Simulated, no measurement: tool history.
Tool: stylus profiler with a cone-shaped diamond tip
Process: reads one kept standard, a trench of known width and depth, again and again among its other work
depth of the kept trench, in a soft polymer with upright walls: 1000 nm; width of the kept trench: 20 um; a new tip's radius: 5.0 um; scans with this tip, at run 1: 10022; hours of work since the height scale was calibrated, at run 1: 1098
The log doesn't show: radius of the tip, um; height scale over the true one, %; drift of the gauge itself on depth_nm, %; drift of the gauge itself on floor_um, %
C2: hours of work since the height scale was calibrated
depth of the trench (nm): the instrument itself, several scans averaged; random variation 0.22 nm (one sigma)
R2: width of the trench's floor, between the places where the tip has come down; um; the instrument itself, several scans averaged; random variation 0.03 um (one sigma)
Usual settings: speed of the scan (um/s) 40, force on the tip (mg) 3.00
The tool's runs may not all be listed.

{"run": 1, "hour": 0.0, "speed of the scan (um/s)": 40, "force on the tip (mg)": 3.0, "scans with this tip": 10022, "C2": 1098, "depth of the trench (nm)": 1020.77, "R2": 9.09}
{"hour": 52.3, "done": "height scale calibrated on a step standard"}
{"run": 2, "hour": 53.4, "speed of the scan (um/s)": 40, "force on the tip (mg)": 3.0, "scans with this tip": 10239, "C2": 1, "depth of the trench (nm)": 1015.0, "R2": 8.96}
{"run": 3, "hour": 121.2, "speed of the scan (um/s)": 40, "force on the tip (mg)": 3.0, "scans with this tip": 10517, "C2": 31, "depth of the trench (nm)": 1015.51, "R2": 8.92}
{"run": 4, "hour": 169.0, "speed of the scan (um/s)": 40, "force on the tip (mg)": 3.0, "scans with this tip": 10713, "C2": 52, "depth of the trench (nm)": 1015.06, "R2": 8.82}
{"run": 5, "hour": 235.7, "speed of the scan (um/s)": 114, "force on the tip (mg)": 3.0, "scans with this tip": 10987, "C2": 82, "depth of the trench (nm)": 1015.26, "R2": 8.54}
{"hour": 278.9, "done": "new tip fitted, height scale calibrated"}
{"run": 6, "hour": 307.3, "speed of the scan (um/s)": 15, "force on the tip (mg)": 3.0, "scans with this tip": 116, "C2": 13, "depth of the trench (nm)": 1015.69, "R2": 13.94}
{"run": 7, "hour": 385.7, "speed of the scan (um/s)": 15, "force on the tip (mg)": 3.0, "scans with this tip": 438, "C2": 48, "depth of the trench (nm)": 1015.57, "R2": 13.7}
{"run": 8, "hour": 481.9, "speed of the scan (um/s)": 15, "force on the tip (mg)": 3.0, "scans with this tip": 833, "C2": 91, "depth of the trench (nm)": 1015.74, "R2": 13.48}
{"run": 9, "hour": 572.0, "speed of the scan (um/s)": 39, "force on the tip (mg)": 3.0, "scans with this tip": 1202, "C2": 132, "depth of the trench (nm)": 1015.81, "R2": 13.2}
{"run": 10, "hour": 658.8, "speed of the scan (um/s)": 40, "force on the tip (mg)": 3.0, "scans with this tip": 1559, "C2": 171, "depth of the trench (nm)": 1015.65, "R2": 12.99}
{"run": 11, "hour": 716.3, "speed of the scan (um/s)": 40, "force on the tip (mg)": 3.0, "scans with this tip": 1795, "C2": 197, "depth of the trench (nm)": 1016.72, "R2": 12.88}
{"run": 12, "hour": 784.8, "speed of the scan (um/s)": 40, "force on the tip (mg)": 3.0, "scans with this tip": 2075, "C2": 227, "depth of the trench (nm)": 1016.43, "R2": 12.74}
{"run": 13, "hour": 830.5, "speed of the scan (um/s)": 40, "force on the tip (mg)": 3.0, "scans with this tip": 2263, "C2": 248, "depth of the trench (nm)": 1016.56, "R2": 12.62}
{"run": 14, "hour": 923.2, "speed of the scan (um/s)": 40, "force on the tip (mg)": 3.0, "scans with this tip": 2644, "C2": 290, "depth of the trench (nm)": 1016.67, "R2": 12.42}
{"run": 15, "hour": 1017.5, "speed of the scan (um/s)": 40, "force on the tip (mg)": 3.0, "scans with this tip": 3031, "C2": 332, "depth of the trench (nm)": 1016.91, "R2": 12.17}
{"run": 16, "hour": 1100.5, "speed of the scan (um/s)": 91, "force on the tip (mg)": 2.55, "scans with this tip": 3371, "C2": 369, "depth of the trench (nm)": 1015.38, "R2": 11.9}
{"run": 17, "hour": 1192.5, "speed of the scan (um/s)": 91, "force on the tip (mg)": 2.55, "scans with this tip": 3749, "C2": 411, "depth of the trench (nm)": 1015.65, "R2": 11.71}
{"run": 18, "hour": 1295.4, "speed of the scan (um/s)": 51, "force on the tip (mg)": 3.0, "scans with this tip": 4171, "C2": 457, "depth of the trench (nm)": 1017.43, "R2": 11.59}
{"run": 19, "hour": 1341.5, "speed of the scan (um/s)": 115, "force on the tip (mg)": 1.44, "scans with this tip": 4360, "C2": 478, "depth of the trench (nm)": 1011.55, "R2": 11.28}
{"run": 20, "hour": 1428.4, "speed of the scan (um/s)": 115, "force on the tip (mg)": 1.44, "scans with this tip": 4716, "C2": 517, "depth of the trench (nm)": 1012.04, "R2": 11.12}
{"run": 21, "hour": 1483.6, "speed of the scan (um/s)": 115, "force on the tip (mg)": 1.44, "scans with this tip": 4943, "C2": 542, "depth of the trench (nm)": 1012.18, "R2": 11.06}
{"run": 22, "hour": 1572.4, "speed of the scan (um/s)": 115, "force on the tip (mg)": 1.44, "scans with this tip": 5307, "C2": 581, "depth of the trench (nm)": 1012.15, "R2": 10.82}
{"run": 23, "hour": 1614.7, "speed of the scan (um/s)": 122, "force on the tip (mg)": 2.06, "scans with this tip": 5481, "C2": 600, "depth of the trench (nm)": 1014.26, "R2": 10.8}
{"run": 24, "hour": 1668.6, "speed of the scan (um/s)": 20, "force on the tip (mg)": 4.0, "scans with this tip": 5702, "C2": 625, "depth of the trench (nm)": 1021.94, "R2": 10.91}
{"run": 25, "hour": 1746.1, "speed of the scan (um/s)": 17, "force on the tip (mg)": 3.02, "scans with this tip": 6020, "C2": 660, "depth of the trench (nm)": 1018.63, "R2": 10.83}
{"run": 26, "hour": 1844.3, "speed of the scan (um/s)": 134, "force on the tip (mg)": 1.16, "scans with this tip": 6423, "C2": 704, "depth of the trench (nm)": 1011.64, "R2": 10.18}
{"run": 27, "hour": 1893.4, "speed of the scan (um/s)": 134, "force on the tip (mg)": 1.16, "scans with this tip": 6625, "C2": 726, "depth of the trench (nm)": 1011.59, "R2": 10.15}
{"run": 28, "hour": 1962.2, "speed of the scan (um/s)": 58, "force on the tip (mg)": 1.52, "scans with this tip": 6907, "C2": 757, "depth of the trench (nm)": 1013.84, "R2": 10.27}
{"run": 29, "hour": 2026.9, "speed of the scan (um/s)": 19, "force on the tip (mg)": 5.06, "scans with this tip": 7172, "C2": 786, "depth of the trench (nm)": 1025.8, "R2": 10.24}
{"run": 30, "hour": 2088.8, "speed of the scan (um/s)": 19, "force on the tip (mg)": 5.06, "scans with this tip": 7426, "C2": 814, "depth of the trench (nm)": 1026.04, "R2": 10.16}

Measured less the same run without the tool's hidden state. The same run-to-run variation is in both; the gauge's scatter may not be:
run=1 depth_of_the_trench_(nm)=+5.65 R2=-4.87
run=2 depth_of_the_trench_(nm)=-0.39 R2=-4.94
run=3 depth_of_the_trench_(nm)=-0.23 R2=-5.04
run=4 depth_of_the_trench_(nm)=-0.13 R2=-5.11
run=5 depth_of_the_trench_(nm)=+0.02 R2=-5.22
run=6 depth_of_the_trench_(nm)=-0.15 R2=-0.02
run=7 depth_of_the_trench_(nm)=+0.04 R2=-0.25
run=8 depth_of_the_trench_(nm)=+0.27 R2=-0.49
run=9 depth_of_the_trench_(nm)=+0.47 R2=-0.72
run=10 depth_of_the_trench_(nm)=+0.67 R2=-0.93
run=11 depth_of_the_trench_(nm)=+0.80 R2=-1.07
run=12 depth_of_the_trench_(nm)=+0.95 R2=-1.23
run=13 depth_of_the_trench_(nm)=+1.06 R2=-1.32
run=14 depth_of_the_trench_(nm)=+1.28 R2=-1.53
run=15 depth_of_the_trench_(nm)=+1.49 R2=-1.74
run=16 depth_of_the_trench_(nm)=+1.69 R2=-1.92
run=17 depth_of_the_trench_(nm)=+1.88 R2=-2.10
run=18 depth_of_the_trench_(nm)=+2.10 R2=-2.31
run=19 depth_of_the_trench_(nm)=+2.20 R2=-2.40
run=20 depth_of_the_trench_(nm)=+2.40 R2=-2.58
run=21 depth_of_the_trench_(nm)=+2.53 R2=-2.67
run=22 depth_of_the_trench_(nm)=+2.74 R2=-2.86
run=23 depth_of_the_trench_(nm)=+2.85 R2=-2.94
run=24 depth_of_the_trench_(nm)=+2.99 R2=-3.03
run=25 depth_of_the_trench_(nm)=+3.16 R2=-3.18
run=26 depth_of_the_trench_(nm)=+3.35 R2=-3.36
run=27 depth_of_the_trench_(nm)=+3.47 R2=-3.45
run=28 depth_of_the_trench_(nm)=+3.63 R2=-3.57
run=29 depth_of_the_trench_(nm)=+3.83 R2=-3.69
run=30 depth_of_the_trench_(nm)=+3.96 R2=-3.79
